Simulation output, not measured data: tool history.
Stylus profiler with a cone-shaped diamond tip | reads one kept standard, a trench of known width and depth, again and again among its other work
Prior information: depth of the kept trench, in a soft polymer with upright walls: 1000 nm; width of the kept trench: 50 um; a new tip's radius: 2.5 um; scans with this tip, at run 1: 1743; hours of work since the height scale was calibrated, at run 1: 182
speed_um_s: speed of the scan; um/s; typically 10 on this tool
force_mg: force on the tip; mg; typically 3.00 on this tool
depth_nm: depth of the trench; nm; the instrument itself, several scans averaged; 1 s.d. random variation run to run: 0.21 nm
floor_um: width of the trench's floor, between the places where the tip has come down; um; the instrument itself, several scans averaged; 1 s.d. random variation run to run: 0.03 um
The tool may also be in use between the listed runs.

| run | hour | speed_um_s | force_mg | scans with this tip | hours of work since the height scale was calibrated | depth_nm | floor_um |
|---|---|---|---|---|---|---|---|
| 1 | 0.0 | 10 | 3.00 | 1743 | 182 | 1018.39 | 45.65 |
| 2 | 15.2 | 10 | 3.00 | 1842 | 192 | 1018.78 | 45.55 |
| 3 | 51.4 | 10 | 3.00 | 2075 | 217 | 1018.14 | 45.61 |
| 4 | 87.2 | 10 | 3.00 | 2307 | 241 | 1018.49 | 45.59 |
| 5 | 114.9 | 10 | 3.00 | 2485 | 259 | 1018.42 | 45.54 |
| 6 | 130.6 | 10 | 3.00 | 2587 | 270 | 1018.29 | 45.50 |
| 7 | 159.2 | 10 | 3.00 | 2772 | 289 | 1018.37 | 45.50 |
| 8 | 174.9 | 10 | 3.00 | 2873 | 300 | 1018.00 | 45.46 |
| 9 | 199.7 | 10 | 3.00 | 3033 | 316 | 1018.35 | 45.43 |
|  | 202.8 | height scale calibrated on a step standard |
| 10 | 233.8 | 10 | 3.00 | 3250 | 21 | 1018.49 | 45.41 |
| 11 | 267.9 | 3 | 1.32 | 3470 | 44 | 1009.99 | 45.44 |
| 12 | 296.0 | 3 | 1.32 | 3651 | 63 | 1010.14 | 45.41 |
|  | 300.0 | height scale calibrated on a step standard, once more |
| 13 | 314.1 | 35 | 4.24 | 3765 | 9 | 1023.49 | 45.24 |
| 14 | 335.7 | 9 | 5.74 | 3904 | 24 | 1029.34 | 45.39 |
| 15 | 367.9 | 9 | 5.74 | 4113 | 46 | 1028.38 | 45.28 |
| 16 | 394.5 | 4 | 1.41 | 4284 | 64 | 1011.38 | 45.29 |
| 17 | 410.3 | 4 | 1.41 | 4386 | 74 | 1011.55 | 45.25 |
| 18 | 440.3 | 4 | 1.41 | 4580 | 95 | 1010.99 | 45.27 |
| 19 | 468.6 | 10 | 8.60 | 4763 | 114 | 1037.73 | 45.22 |

4 options for the next run, each taken on its own from the tool as it stands now. Forecast them:
| A | 504.0 | 34 | 8.04 | 4992 | 137 | ? | ? |
| B | 504.0 | 40 | 2.61 | 4992 | 137 | ? | ? |
| C | 504.0 | 17 | 1.43 | 4992 | 137 | ? | ? |
| D | 504.0 | 9 | 1.16 | 4992 | 137 | ? | ? |

| run | depth_nm | floor_um |
|---|---|---|
| A | 1036.06 | 45.13 |
| B | 1016.86 | 45.03 |
| C | 1011.14 | 45.09 |
| D | 1010.20 | 45.18 |
Stripped of hidden state, with their random variation kept, the same runs would have yielded:
| run | depth_nm | floor_um |
|---|---|---|
| A | 1035.90 | 45.88 |
| B | 1016.70 | 45.78 |
| C | 1010.98 | 45.84 |
| D | 1010.04 | 45.93 |

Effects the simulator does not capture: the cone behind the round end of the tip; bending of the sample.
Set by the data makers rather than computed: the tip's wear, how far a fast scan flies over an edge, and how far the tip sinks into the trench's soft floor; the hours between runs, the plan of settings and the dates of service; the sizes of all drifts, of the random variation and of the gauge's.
